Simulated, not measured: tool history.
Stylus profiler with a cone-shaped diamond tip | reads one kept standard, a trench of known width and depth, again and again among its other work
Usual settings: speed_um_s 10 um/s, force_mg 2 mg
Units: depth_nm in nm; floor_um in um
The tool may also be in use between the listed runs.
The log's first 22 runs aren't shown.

run	day	speed_um_s	force_mg	depth_nm	floor_um
23	33.817	4	2	1006.63	12.96
24	35.117	4	2	1006.94	13.03
25	36.429	26	0.93	1004.02	12.74
26	37.746	32	2.69	1008.45	12.78
27	39.242	32	2.69	1008.32	12.83
28	41.075	10	3.79	1010.37	12.89
29	42.062	16	2	1006.74	12.8
30	43.392	3	2.26	1007.56	12.86
31	45.458	3	2	1006.77	12.84
32	47.267	3	4.75	1011.56	12.84
33	48.775	3	4.75	1011.82	12.79
34	50.1	3	1.48	1004.66	12.8
35	51.95	3	1.48	1004.89	12.75
36	53.371	3	1.66	1004.83	12.68
37	54.958	4	2.99	1007.97	12.69
38	56.021	11	2.65	1007.22	12.69
39	57.346	7	2.42	1006.89	12.67
40	58.817	13	2.42	1006.67	12.58
41	60.683	3	0.68	1002.03	12.58
42	62.246	3	0.68	1002.29	12.62
43	63.425	3	0.68	1001.75	12.59
44	64.754	7	2.48	1006.73	12.55
45	65.825	16	5.26	1012.42	12.52
46	67.1	3	5.26	1012.15	12.56

Forecast each of these 3 alternatives for the next run:
A	68.804	3	0.69	?	?
B	68.804	23	5.77	?	?
C	68.804	10	3	?	?

run	depth_nm	floor_um
A	1001.94	12.49
B	1012.61	12.36
C	1007.28	12.48
Without the tool's hidden state the same runs would have given:
run	depth_nm	floor_um
A	1003.67	13.96
B	1014.36	13.83
C	1009.02	13.95
